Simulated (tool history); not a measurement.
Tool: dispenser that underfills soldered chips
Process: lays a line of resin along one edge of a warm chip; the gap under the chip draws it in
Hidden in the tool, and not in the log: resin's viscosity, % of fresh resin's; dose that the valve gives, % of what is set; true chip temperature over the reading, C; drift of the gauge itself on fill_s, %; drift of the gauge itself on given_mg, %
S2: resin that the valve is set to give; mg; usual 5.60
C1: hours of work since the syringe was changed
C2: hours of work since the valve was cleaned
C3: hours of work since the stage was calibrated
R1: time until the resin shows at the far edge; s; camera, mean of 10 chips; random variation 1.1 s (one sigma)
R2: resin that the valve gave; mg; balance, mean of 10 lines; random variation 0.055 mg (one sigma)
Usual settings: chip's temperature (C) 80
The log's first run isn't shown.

run 2 hour=7.2 | chip's_temperature_(C)=80 S2=5.60 | C1=4 C2=68 C3=110 | R1=137.0 R2=5.25
run 3 hour=11.9 | chip's_temperature_(C)=80 S2=5.33 | C1=7 C2=71 C3=113 | R1=156.2 R2=4.95
-- hour=13.8 new syringe of resin
run 4 hour=16.5 | chip's_temperature_(C)=80 S2=5.33 | C1=2 C2=74 C3=116 | R1=120.7 R2=4.94
run 5 hour=20.3 | chip's_temperature_(C)=80 S2=5.60 | C1=4 C2=76 C3=118 | R1=129.6 R2=5.20
run 6 hour=26.4 | chip's_temperature_(C)=80 S2=5.60 | C1=8 C2=80 C3=122 | R1=154.1 R2=5.25
-- hour=27.7 new syringe of resin
run 7 hour=31.7 | chip's_temperature_(C)=80 S2=5.60 | C1=2 C2=83 C3=125 | R1=125.0 R2=5.24
run 8 hour=36.6 | chip's_temperature_(C)=80 S2=5.60 | C1=5 C2=86 C3=128 | R1=142.6 R2=5.22
-- hour=41.2 new syringe of resin
run 9 hour=42.4 | chip's_temperature_(C)=80 S2=5.60 | C1=1 C2=89 C3=131 | R1=114.9 R2=5.13
-- hour=47.5 dispensing valve cleaned and set on the balance
run 10 hour=51.0 | chip's_temperature_(C)=80 S2=6.82 | C1=5 C2=2 C3=136 | R1=133.3 R2=6.83
-- hour=55.9 new syringe of resin
run 11 hour=56.2 | chip's_temperature_(C)=80 S2=6.82 | C1=0 C2=5 C3=139 | R1=108.3 R2=6.82
run 12 hour=59.9 | chip's_temperature_(C)=80 S2=5.60 | C1=2 C2=7 C3=141 | R1=124.1 R2=5.53
run 13 hour=67.0 | chip's_temperature_(C)=80 S2=5.60 | C1=7 C2=12 C3=145 | R1=147.9 R2=5.53
-- hour=69.9 new syringe of resin
run 14 hour=71.5 | chip's_temperature_(C)=80 S2=5.03 | C1=1 C2=14 C3=148 | R1=118.7 R2=4.95
run 15 hour=76.9 | chip's_temperature_(C)=80 S2=5.03 | C1=4 C2=17 C3=151 | R1=137.5 R2=4.89
-- hour=83.6 new syringe of resin
run 16 hour=83.6 | chip's_temperature_(C)=80 S2=5.03 | C1=0 C2=21 C3=155 | R1=112.1 R2=4.88
run 17 hour=87.4 | chip's_temperature_(C)=92 S2=5.03 | C1=2 C2=24 C3=157 | R1=89.4 R2=4.93
run 18 hour=91.4 | chip's_temperature_(C)=92 S2=5.03 | C1=5 C2=26 C3=160 | R1=98.8 R2=4.89
-- hour=97.2 new syringe of resin
run 19 hour=99.2 | chip's_temperature_(C)=92 S2=5.03 | C1=1 C2=31 C3=164 | R1=83.2 R2=4.89
run 20 hour=105.2 | chip's_temperature_(C)=92 S2=5.03 | C1=5 C2=34 C3=168 | R1=98.3 R2=4.84
run 21 hour=110.1 | chip's_temperature_(C)=83 S2=7.17 | C1=8 C2=37 C3=171 | R1=137.3 R2=6.93
-- hour=110.8 new syringe of resin
run 22 hour=115.7 | chip's_temperature_(C)=75 S2=7.17 | C1=3 C2=40 C3=174 | R1=147.5 R2=6.95
run 23 hour=120.9 | chip's_temperature_(C)=75 S2=7.17 | C1=6 C2=44 C3=177 | R1=168.5 R2=6.82
-- hour=124.5 new syringe of resin
run 24 hour=126.9 | chip's_temperature_(C)=80 S2=7.10 | C1=1 C2=47 C3=181 | R1=113.9 R2=6.83
run 25 hour=130.3 | chip's_temperature_(C)=80 S2=6.68 | C1=4 C2=49 C3=183 | R1=128.7 R2=6.43

Run 26 comes next. What will it give?
run 26 hour=136.6 | chip's_temperature_(C)=85 S2=7.01 | C1=7 C2=53 C3=186 | R1=? R2=?

{"run 26": {"R1": 130.5, "R2": 6.66}}
Without the tool's hidden state the same run would have given R1 90.0 s, R2 7.00 mg.

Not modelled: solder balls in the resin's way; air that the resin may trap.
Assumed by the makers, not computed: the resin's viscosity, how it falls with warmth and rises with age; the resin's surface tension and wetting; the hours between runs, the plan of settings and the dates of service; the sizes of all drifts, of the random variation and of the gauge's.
